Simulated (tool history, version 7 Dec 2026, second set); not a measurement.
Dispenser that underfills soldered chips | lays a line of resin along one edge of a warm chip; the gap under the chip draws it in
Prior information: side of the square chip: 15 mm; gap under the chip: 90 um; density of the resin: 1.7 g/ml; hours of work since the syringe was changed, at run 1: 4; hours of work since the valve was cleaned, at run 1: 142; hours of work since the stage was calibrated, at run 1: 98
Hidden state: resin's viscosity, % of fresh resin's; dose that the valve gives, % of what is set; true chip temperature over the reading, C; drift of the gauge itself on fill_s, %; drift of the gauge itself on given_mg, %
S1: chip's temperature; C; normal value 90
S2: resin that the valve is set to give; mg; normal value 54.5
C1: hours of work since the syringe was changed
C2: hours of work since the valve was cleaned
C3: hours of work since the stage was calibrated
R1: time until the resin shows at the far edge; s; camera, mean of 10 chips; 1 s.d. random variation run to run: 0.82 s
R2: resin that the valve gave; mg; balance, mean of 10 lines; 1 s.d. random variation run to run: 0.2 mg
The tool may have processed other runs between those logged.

Run 1, day 0.000: usual settings; C1 4; C2 142; C3 98. Result: R1 91.1 s, R2 50.59 mg.
Run 2, day 0.125: usual settings but S2 55.4 mg; C1 6; C2 144; C3 100. Result: R1 100.4 s, R2 51.40 mg.
Run 3, day 0.250: usual settings but S2 55.4 mg; C1 8; C2 146; C3 102. Result: R1 108.4 s, R2 51.52 mg.
At day 0.354: new syringe of resin.
At day 0.417: dispensing valve cleaned and set on the balance.
Run 4, day 0.421: usual settings but S2 55.4 mg; C1 0; C2 0; C3 104. Result: R1 79.4 s, R2 55.36 mg.
Run 5, day 0.575: usual settings but S2 57.1 mg; C1 3; C2 3; C3 107. Result: R1 86.4 s, R2 56.84 mg.
Run 6, day 0.679: usual settings but S2 57.1 mg; C1 5; C2 4; C3 108. Result: R1 95.5 s, R2 57.14 mg.
Run 7, day 0.858: usual settings; C1 8; C2 7; C3 111. Result: R1 110.2 s, R2 54.57 mg.
At day 0.975: new syringe of resin.
Run 8, day 1.054: usual settings; C1 1; C2 10; C3 114. Result: R1 79.8 s, R2 54.37 mg.
Run 9, day 1.188: usual settings but S2 58.2 mg; C1 3; C2 12; C3 116. Result: R1 87.2 s, R2 58.14 mg.
Run 10, day 1.354: usual settings but S2 70.6 mg; C1 6; C2 15; C3 119. Result: R1 100.8 s, R2 70.25 mg.
Run 11, day 1.492: usual settings but S2 70.6 mg; C1 8; C2 17; C3 121. Result: R1 110.0 s, R2 69.80 mg.
At day 1.554: new syringe of resin.
Run 12, day 1.650: usual settings but S1 102 C, S2 61.4 mg; C1 2; C2 20; C3 124. Result: R1 51.9 s, R2 60.57 mg.
Run 13, day 1.812: usual settings but S1 104 C, S2 65.2 mg; C1 4; C2 22; C3 126. Result: R1 53.6 s, R2 64.89 mg.
Run 14, day 1.967: usual settings but S1 104 C, S2 65.2 mg; C1 7; C2 25; C3 129. Result: R1 60.4 s, R2 64.32 mg.
Run 15, day 2.058: usual settings but S1 78 C, S2 51.1 mg; C1 8; C2 26; C3 130. Result: R1 184.5 s, R2 50.09 mg.
At day 2.138: new syringe of resin.
Run 16, day 2.254: usual settings but S1 80 C, S2 57.6 mg; C1 2; C2 29; C3 133. Result: R1 122.6 s, R2 56.84 mg.
Run 17, day 2.404: usual settings but S1 104 C, S2 56.1 mg; C1 4; C2 32; C3 136. Result: R1 52.9 s, R2 55.59 mg.
Run 18, day 2.558: usual settings but S1 93 C, S2 48.8 mg; C1 7; C2 34; C3 138. Result: R1 94.1 s, R2 48.09 mg.
At day 2.725: new syringe of resin.
Run 19, day 2.742: usual settings but S1 93 C, S2 48.8 mg; C1 0; C2 37; C3 141. Result: R1 67.6 s, R2 47.84 mg.
Run 20, day 2.925: usual settings but S1 93 C, S2 48.8 mg; C1 3; C2 40; C3 144. Result: R1 78.4 s, R2 47.99 mg.
Run 21, day 3.108: usual settings but S1 93 C, S2 48.8 mg; C1 6; C2 43; C3 147. Result: R1 90.1 s, R2 48.07 mg.

What if the next run were any one of these 5? Each begins from the tool's condition after run 21:
Run A, day 3.267: usual settings but S1 94 C, S2 54.3 mg; C1 9; C2 46; C3 150. Result: R1 ?, R2 ?.
Run B, day 3.267: usual settings but S1 91 C, S2 48.6 mg; C1 9; C2 46; C3 150. Result: R1 ?, R2 ?.
Run C, day 3.267: usual settings but S2 46.5 mg; C1 9; C2 46; C3 150. Result: R1 ?, R2 ?.
Run D, day 3.267: usual settings but S1 75 C, S2 52.4 mg; C1 9; C2 46; C3 150. Result: R1 ?, R2 ?.
Run E, day 3.267: usual settings but S1 82 C, S2 53.8 mg; C1 9; C2 46; C3 150. Result: R1 ?, R2 ?.

run     R1     R2
  A   96.5  53.31
  B  111.3  47.68
  C  116.4  45.37
  D  208.7  51.19
  E  155.6  52.59
The same runs, with their run-to-run variation unchanged, on a tool lacking any hidden condition would have given:
run     R1     R2
  A   65.5  54.49
  B   75.2  48.74
  C   78.8  46.37
  D  141.6  52.32
  E  105.8  53.75
